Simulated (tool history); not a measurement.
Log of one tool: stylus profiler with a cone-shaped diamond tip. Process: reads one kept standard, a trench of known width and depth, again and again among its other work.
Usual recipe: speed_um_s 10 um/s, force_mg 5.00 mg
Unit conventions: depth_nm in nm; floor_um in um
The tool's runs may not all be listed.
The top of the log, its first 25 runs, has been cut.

run	hour	speed_um_s	force_mg	scans with this tip	hours of work since the height scale was calibrated	depth_nm	floor_um
26	1452.4	9	8.92	11731	219	203.64	96.09
27	1506.1	9	8.92	12055	255	203.81	96.07
28	1592.3	5	7.32	12575	312	203.20	96.01
29	1636.6	23	5.15	12842	342	202.45	96.00
30	1719.3	13	12.86	13341	397	204.70	95.96
31	1791.5	36	3.26	13776	445	201.71	95.88
32	1830.2	36	3.26	14010	471	201.59	95.88
33	1892.3	36	3.26	14385	512	201.69	95.82
34	1940.7	2	3.33	14677	545	201.62	95.90
35	1977.0	2	3.33	14896	569	201.62	95.88
36	2013.6	18	3.33	15117	593	201.55	95.84
37	2081.1	18	3.33	15524	638	201.62	95.81
38	2139.7	18	3.33	15877	678	201.58	95.77
39	2210.5	10	6.56	16304	725	202.73	95.79
40	2275.4	8	10.68	16696	768	203.79	95.74
41	2313.0	10	4.91	16923	793	202.16	95.68
42	2357.5	10	4.91	17191	823	202.11	95.60
43	2418.9	13	10.12	17561	864	203.66	95.59
44	2454.2	13	10.12	17775	887	203.68	95.63
45	2507.9	13	10.12	18098	923	203.71	95.62

4 options for the next run, each taken on its own from the tool as it stands now. Forecast them:
A	2545.0	38	2.01	18322	948	?	?
B	2545.0	4	5.00	18322	948	?	?
C	2545.0	31	10.39	18322	948	?	?
D	2545.0	27	4.07	18322	948	?	?

run	depth_nm	floor_um
A	200.85	95.47
B	202.04	95.62
C	203.74	95.58
D	201.69	95.52
Without the tool's unlogged condition, the same runs would have read:
run	depth_nm	floor_um
A	201.42	97.09
B	202.62	97.24
C	204.32	97.20
D	202.26	97.13
